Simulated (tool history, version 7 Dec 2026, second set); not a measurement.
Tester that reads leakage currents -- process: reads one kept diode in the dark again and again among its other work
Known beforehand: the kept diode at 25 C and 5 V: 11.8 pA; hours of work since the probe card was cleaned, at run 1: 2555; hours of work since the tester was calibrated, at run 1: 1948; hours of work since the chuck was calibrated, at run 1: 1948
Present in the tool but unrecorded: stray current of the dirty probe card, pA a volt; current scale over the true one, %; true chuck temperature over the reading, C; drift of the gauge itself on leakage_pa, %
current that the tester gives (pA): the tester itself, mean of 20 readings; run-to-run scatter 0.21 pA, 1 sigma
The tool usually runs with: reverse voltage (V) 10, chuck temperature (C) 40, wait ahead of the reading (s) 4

| run | day | reverse voltage (V) | chuck temperature (C) | wait ahead of the reading (s) | hours of work since the probe card was cleaned | hours of work since the tester was calibrated | hours of work since the chuck was calibrated | current that the tester gives (pA) |
|---|---|---|---|---|---|---|---|---|
| 1 | 0 | 10 | 40 | 4 | 2555 | 1948 | 1948 | 68.49 |
|  | 3.579 | chuck's temperature calibrated |
| 2 | 4.683 | 10 | 40 | 4 | 2618 | 2012 | 15 | 68.65 |
| 3 | 10.071 | 10 | 40 | 4 | 2692 | 2086 | 89 | 68.77 |
| 4 | 14.079 | 10 | 43 | 4 | 2747 | 2141 | 144 | 88.66 |
| 5 | 17.596 | 2.9 | 43 | 4 | 2796 | 2189 | 193 | 45.17 |
| 6 | 20.429 | 2.9 | 43 | 4 | 2835 | 2228 | 232 | 45.06 |
| 7 | 23.012 | 2.9 | 43 | 4 | 2870 | 2264 | 267 | 45.36 |
| 8 | 28.85 | 10 | 27 | 4 | 2951 | 2344 | 348 | 21.63 |
| 9 | 31.842 | 10 | 27 | 4 | 2992 | 2385 | 389 | 21.63 |
| 10 | 35.146 | 10 | 27 | 4 | 3037 | 2431 | 434 | 21.71 |
| 11 | 38.971 | 10 | 40 | 4 | 3090 | 2484 | 487 | 68.46 |
| 12 | 42.512 | 10 | 40 | 4 | 3139 | 2532 | 536 | 68.6 |
| 13 | 46.642 | 10 | 40 | 4 | 3195 | 2589 | 593 | 68.91 |
| 14 | 49.654 | 3.3 | 40 | 1.94 | 3237 | 2631 | 634 | 37.78 |
| 15 | 55.012 | 1 | 27 | 2.92 | 3311 | 2704 | 708 | 6.17 |
| 16 | 57.358 | 3.4 | 54 | 0.41 | 3343 | 2737 | 740 | 124.77 |
| 17 | 62.275 | 3.4 | 54 | 0.41 | 3411 | 2804 | 808 | 124.54 |
|  | 63.638 | probe card cleaned and baked |
| 18 | 65.112 | 19.2 | 26 | 7.13 | 20 | 2842 | 845 | 28.04 |
| 19 | 69.846 | 19.2 | 26 | 7.13 | 85 | 2907 | 910 | 28.17 |
| 20 | 72.729 | 10 | 40 | 4.64 | 125 | 2946 | 950 | 68.5 |
| 21 | 75.354 | 2.4 | 40 | 0.51 | 161 | 2983 | 986 | 32.72 |
| 22 | 80.162 | 2.4 | 40 | 0.51 | 227 | 3049 | 1052 | 32.75 |
| 23 | 83.362 | 2.4 | 40 | 0.51 | 271 | 3093 | 1096 | 32.95 |
| 24 | 86.133 | 6.9 | 42 | 5.1 | 310 | 3131 | 1134 | 66.41 |
| 25 | 91.675 | 6.9 | 42 | 0.98 | 386 | 3207 | 1211 | 68.17 |
| 26 | 97.146 | 1.6 | 50 | 2.35 | 461 | 3282 | 1286 | 58.88 |

How the hidden state differs across the entries between the runs, from the last listed run before each to the first after it:
Runs 1 to 2: chuck's temperature calibrated (day 3.579)
  true chuck temperature over the reading, C: -0.01 -> 0
Runs 17 to 18: probe card cleaned and baked (day 63.638)
  stray current of the dirty probe card, pA a volt: 0.024 -> 0.02
